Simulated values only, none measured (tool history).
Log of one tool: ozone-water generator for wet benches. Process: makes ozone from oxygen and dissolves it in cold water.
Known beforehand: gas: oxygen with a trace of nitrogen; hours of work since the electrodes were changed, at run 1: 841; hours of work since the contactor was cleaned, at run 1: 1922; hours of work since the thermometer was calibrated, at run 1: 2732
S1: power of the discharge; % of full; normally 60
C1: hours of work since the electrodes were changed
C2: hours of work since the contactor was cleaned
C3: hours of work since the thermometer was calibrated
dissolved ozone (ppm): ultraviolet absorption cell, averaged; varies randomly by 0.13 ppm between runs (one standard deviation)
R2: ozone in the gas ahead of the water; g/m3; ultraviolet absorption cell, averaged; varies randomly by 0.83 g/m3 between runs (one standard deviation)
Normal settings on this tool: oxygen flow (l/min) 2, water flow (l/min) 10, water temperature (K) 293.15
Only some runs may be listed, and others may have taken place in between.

Run 1, hour 0: usual settings; C1 841; C2 1922; C3 2732. Result: dissolved ozone (ppm) 12, R2 128.3 g/m3.
Run 2, hour 60.6: usual settings; C1 882; C2 1963; C3 2773. Result: dissolved ozone (ppm) 12, R2 129.6 g/m3.
Run 3, hour 169.5: usual settings but water flow (l/min) 14; C1 956; C2 2037; C3 2847. Result: dissolved ozone (ppm) 9, R2 128.1 g/m3.
At hour 209.7: contactor cleaned.
Run 4, hour 319: usual settings but water flow (l/min) 14; C1 1055; C2 74; C3 2946. Result: dissolved ozone (ppm) 8.9, R2 127.2 g/m3.
Run 5, hour 468: usual settings; C1 1156; C2 175; C3 3047. Result: dissolved ozone (ppm) 11.9, R2 126.9 g/m3.
Run 6, hour 607.5: usual settings; C1 1250; C2 270; C3 3141. Result: dissolved ozone (ppm) 11.8, R2 128.6 g/m3.
Run 7, hour 667.9: usual settings but water temperature (K) 288.15; C1 1291; C2 311; C3 3182. Result: dissolved ozone (ppm) 12.4, R2 126.1 g/m3.
Run 8, hour 796.1: usual settings; C1 1378; C2 398; C3 3269. Result: dissolved ozone (ppm) 11.5, R2 128.1 g/m3.
At hour 814.6: contactor cleaned, once more.
Run 9, hour 860.7: usual settings; C1 1420; C2 31; C3 3310. Result: dissolved ozone (ppm) 12.1, R2 125.7 g/m3.
Run 10, hour 930: usual settings; C1 1467; C2 78; C3 3357. Result: dissolved ozone (ppm) 11.9, R2 126 g/m3.
At hour 939.5: water thermometer calibrated.
Run 11, hour 999.4: usual settings; C1 1513; C2 125; C3 41. Result: dissolved ozone (ppm) 12.2, R2 127.1 g/m3.
Run 12, hour 1144: usual settings; C1 1611; C2 223; C3 139. Result: dissolved ozone (ppm) 11.9, R2 125.4 g/m3.
Run 13, hour 1281.9: usual settings but water flow (l/min) 8; C1 1705; C2 317; C3 232. Result: dissolved ozone (ppm) 13.9, R2 126.2 g/m3.
Run 14, hour 1397.4: usual settings; C1 1783; C2 395; C3 311. Result: dissolved ozone (ppm) 12, R2 125.9 g/m3.
Run 15, hour 1521.5: usual settings but water temperature (K) 295.15; C1 1867; C2 479; C3 395. Result: dissolved ozone (ppm) 11.6, R2 124.4 g/m3.
Run 16, hour 1629.2: usual settings but water temperature (K) 295.15; C1 1941; C2 552; C3 468. Result: dissolved ozone (ppm) 11.5, R2 123.9 g/m3.

Expected results for the next run?
Run 17, hour 1701.9: usual settings but water temperature (K) 295.15; C1 1990; C2 602; C3 517. Result: dissolved ozone (ppm) ?, R2 ?.

{"run 17": {"dissolved ozone (ppm)": 11.4, "R2": 123.7}}
Were there no unlogged condition in the tool, this run, its random variation unchanged, would have produced dissolved ozone (ppm) 12.2, R2 131.3 g/m3.
